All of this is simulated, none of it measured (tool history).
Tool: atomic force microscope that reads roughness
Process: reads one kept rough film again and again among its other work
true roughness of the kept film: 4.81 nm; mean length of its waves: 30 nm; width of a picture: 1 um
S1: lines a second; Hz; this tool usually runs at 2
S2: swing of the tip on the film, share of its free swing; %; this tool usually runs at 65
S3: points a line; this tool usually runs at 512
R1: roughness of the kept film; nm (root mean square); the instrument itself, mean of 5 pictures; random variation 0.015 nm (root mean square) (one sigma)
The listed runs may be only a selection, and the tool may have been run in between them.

run,hour,S1,S2,S3,R1
1,0,2,65,512,3.309
2,15.1,2,65,512,3.108
3,32.6,2,65,512,2.896
4,43.6,2,65,512,2.812
5,59.1,2,65,512,2.622
6,80.3,2,65,512,2.45
# hour 82.7: new tip fitted
7,95.8,2,65,512,3.446
8,113.4,2,65,512,3.148
9,137.1,2,65,512,2.866
10,154.4,2,65,512,2.698
11,175.5,2,65,512,2.514
# hour 180.5: new tip fitted
12,200.9,2,65,512,3.274
13,213.8,0.6,65,512,3.302
14,227.9,2,65,512,2.904
15,245.6,2,65,512,2.734
16,262.3,2,65,512,2.586
# hour 278.6: new tip fitted
17,281.1,2,65,512,3.575
18,303.1,2,65,512,3.212
19,320.7,2,65,512,2.993
20,334.3,2,65,512,2.828
21,357.6,2,65,512,2.591
22,370.9,2,72,512,2.382
# hour 378.3: new tip fitted
23,391.7,2,65,512,3.364
24,402.5,2,65,512,3.207
25,421.6,2,65,512,2.992
26,434.4,2.63,87,945,2.252
27,447.8,2.63,87,945,2.169
28,469,2.68,64,266,2.429
# hour 476.1: new tip fitted
29,491.8,2.68,64,286,3.228
30,510.1,0.9,65,512,3.232
31,523.9,1.31,76,408,2.841
32,537,0.55,76,408,2.856
33,552.6,0.92,57,512,2.778
34,572.6,0.66,74,267,2.499
# hour 574.2: new tip fitted
35,598.8,0.66,65,267,3.376
36,610.1,0.66,65,267,3.255

What will run 37 give?
37,621.9,0.52,71,576,?

{"run 37": {"R1": 3.096}}
On a tool with no hidden condition, and with the same random variation, this run would have come out at R1 3.806 nm (root mean square).
